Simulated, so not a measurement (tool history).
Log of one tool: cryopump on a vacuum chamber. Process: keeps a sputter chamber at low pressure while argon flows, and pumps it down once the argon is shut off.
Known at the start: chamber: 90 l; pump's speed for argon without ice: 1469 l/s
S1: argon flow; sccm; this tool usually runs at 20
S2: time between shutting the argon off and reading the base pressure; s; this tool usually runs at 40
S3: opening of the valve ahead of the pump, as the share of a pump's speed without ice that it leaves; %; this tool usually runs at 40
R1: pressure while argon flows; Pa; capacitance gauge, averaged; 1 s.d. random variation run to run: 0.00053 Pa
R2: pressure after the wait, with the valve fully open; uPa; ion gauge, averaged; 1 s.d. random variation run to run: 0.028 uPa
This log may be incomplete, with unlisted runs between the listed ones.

run     day  S1   S2  S3      R1    R2
  1       0  20   40  40  0.0605  4.11
  2   0.754  20   40  40  0.0604  4.13
  3   1.854  20   40  40  0.0612  3.94
  4   2.621  20   40  40  0.0603   4.2
  5   3.312  20   83  40  0.0605  3.57
  6   4.012  20   40  40  0.0612     4
  7   5.279  20   51  40  0.0621  3.89
  8     6.1  20   27  40  0.0624  4.66
  9   7.467  20   40  40  0.0621  4.37
 10   8.183  20   40  40  0.0622  4.32
 11   8.883  20   40  40  0.0632  4.35
 12   9.812  20   40  40  0.0634  4.29
 13  11.192  20   40  40  0.0632   4.4
 14  12.071  20   40  40  0.0648  4.51
 15  12.708  20   40  40  0.0634  4.63
     13.404  -- pump warmed up, emptied and cooled again
 16  13.762  20   40  40  0.0571  3.97
 17  15.075  20   40  40  0.0583  3.98
     16.404  -- leaking fittings of the chamber tightened, without venting
 18  16.417  20   40  40  0.0581  1.33
 19  17.917  30   35  22  0.1576  1.49
 20   18.95  30  193  22  0.1582  0.49
 21  20.325  30  193  22   0.159  0.54
 22  21.354  30  193  22  0.1595  0.55
 23  22.692  15   31  43  0.0422  1.79
 24  24.154  15   31  43   0.042  1.76
 25  25.521  20   40  32  0.0749  1.55
 26  26.421  20  125  40  0.0615  0.78
 27  27.479  20  125  40  0.0616  0.82
 28  28.738  23   87  40  0.0705     1
 29   30.05  23   87  40  0.0714  1.05
 30  31.183  23   87  40  0.0723  1.05
 31  31.792  23   87  40  0.0712  1.06
 32  32.675  23   87  40  0.0705  1.02
 33   34.05   9  148  16   0.067  0.89

For some of the steps in R1 from one run to the next: how much would appear even if the tool had no hidden state, given the settings, what came in and random variation, and how much remains for the hidden state plus any gauge scatter that the measured result and the result without hidden state don't share?
Hidden state at play: pump's speed, % of a pump's without ice; cold plate's temperature, K; leak into the chamber, uPa l/s; drift of the gauge itself on working_pa, %; drift of the gauge itself on base_upa, %.
Run 15 -> 16: pump warmed up, emptied and cooled again. R1 -0.0063 Pa: hidden state -0.0058, all else -0.0005.
Run 18 -> 19: S1 20 -> 30, S2 40 -> 35, S3 40 -> 22. R1 +0.0995 Pa: hidden state +0.0009, all else +0.0986.
Run 22 -> 23: S1 30 -> 15, S2 193 -> 31, S3 22 -> 43. R1 -0.1173 Pa: hidden state -0.0012, all else -0.1161.
Run 24 -> 25: S1 15 -> 20, S2 31 -> 40, S3 43 -> 32. R1 +0.0329 Pa: hidden state +0.0009, all else +0.032.
Run 32 -> 33: S1 23 -> 9, S2 87 -> 148, S3 40 -> 16. R1 -0.0035 Pa: hidden state -0.003, all else -0.0005.
